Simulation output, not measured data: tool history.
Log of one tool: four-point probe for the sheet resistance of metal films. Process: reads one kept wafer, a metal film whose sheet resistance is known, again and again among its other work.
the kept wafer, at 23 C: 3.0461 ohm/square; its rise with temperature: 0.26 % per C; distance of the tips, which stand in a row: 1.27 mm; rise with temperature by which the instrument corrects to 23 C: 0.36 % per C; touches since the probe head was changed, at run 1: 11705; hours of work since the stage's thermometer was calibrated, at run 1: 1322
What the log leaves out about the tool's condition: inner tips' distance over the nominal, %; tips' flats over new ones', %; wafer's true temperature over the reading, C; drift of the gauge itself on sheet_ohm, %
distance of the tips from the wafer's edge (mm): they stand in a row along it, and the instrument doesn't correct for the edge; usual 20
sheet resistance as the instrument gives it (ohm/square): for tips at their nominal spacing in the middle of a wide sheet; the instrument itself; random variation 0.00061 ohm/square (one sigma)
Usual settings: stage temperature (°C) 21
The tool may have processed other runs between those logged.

run	hour	stage temperature (°C)	distance of the tips from the wafer's edge (mm)	touches since the probe head was changed	hours of work since the stage's thermometer was calibrated	sheet resistance as the instrument gives it (ohm/square)
1	0.0	21	20	11705	1322	3.059712
2	72.0	21	20	15140	1365	3.057593
3	146.2	21	20	18681	1409	3.058666
4	207.0	25	20	21584	1446	3.046794
5	272.9	25	20	24732	1485	3.046992
6	315.4	32	20	26759	1510	3.026396
7	363.8	21	14	29070	1539	3.066271
8	401.1	21	20	30848	1561	3.059808
9	465.0	21	20	33898	1599	3.058613
10	525.3	21	20	36779	1635	3.058241
11	594.1	21	20	40061	1676	3.059235
12	632.0	22	20	41871	1699	3.054725
13	666.3	22	20	43507	1719	3.057340
14	699.9	21	20	45112	1739	3.058205
15	766.7	21	20	48301	1779	3.058484
16	838.7	22	20	51735	1822	3.056804
17	914.8	26	63	55367	1867	3.039179
18	982.4	26	63	58596	1907	3.038620
19	1034.9	33	10	61100	1938	3.044822
20	1071.9	21	13	62865	1961	3.067617
# hour 1114.5: new probe head fitted
21	1141.4	21	13	1285	2001	3.068494
22	1198.6	31	6	4016	2035	3.095145
23	1251.8	31	6	6555	2067	3.095376
24	1302.6	22	7	8980	2097	3.102690
25	1351.8	21	9	11329	2127	3.084260
26	1415.3	21	9	14360	2164	3.083313
# hour 1431.3: stage's thermometer calibrated
27	1494.4	25	50	18108	38	3.042571
28	1563.8	19	45	21422	79	3.058263
29	1641.2	19	45	25116	125	3.058717
30	1694.9	20	20	27682	157	3.061960
31	1767.3	29	11	31135	200	3.051169
32	1817.1	30	70	33516	230	3.028112

Take each entry between the runs: how does the hidden state at the last listed run before it differ from the hidden state at the first listed run after it?
From run 20 to run 21: new probe head fitted (hour 1114.5)
  inner tips' distance over the nominal, %: 0.013 -> -0.001; tips' flats over new ones', %: 2 -> 0
From run 26 to run 27: stage's thermometer calibrated (hour 1431.3)
  tips' flats over new ones', %: 0 -> 1

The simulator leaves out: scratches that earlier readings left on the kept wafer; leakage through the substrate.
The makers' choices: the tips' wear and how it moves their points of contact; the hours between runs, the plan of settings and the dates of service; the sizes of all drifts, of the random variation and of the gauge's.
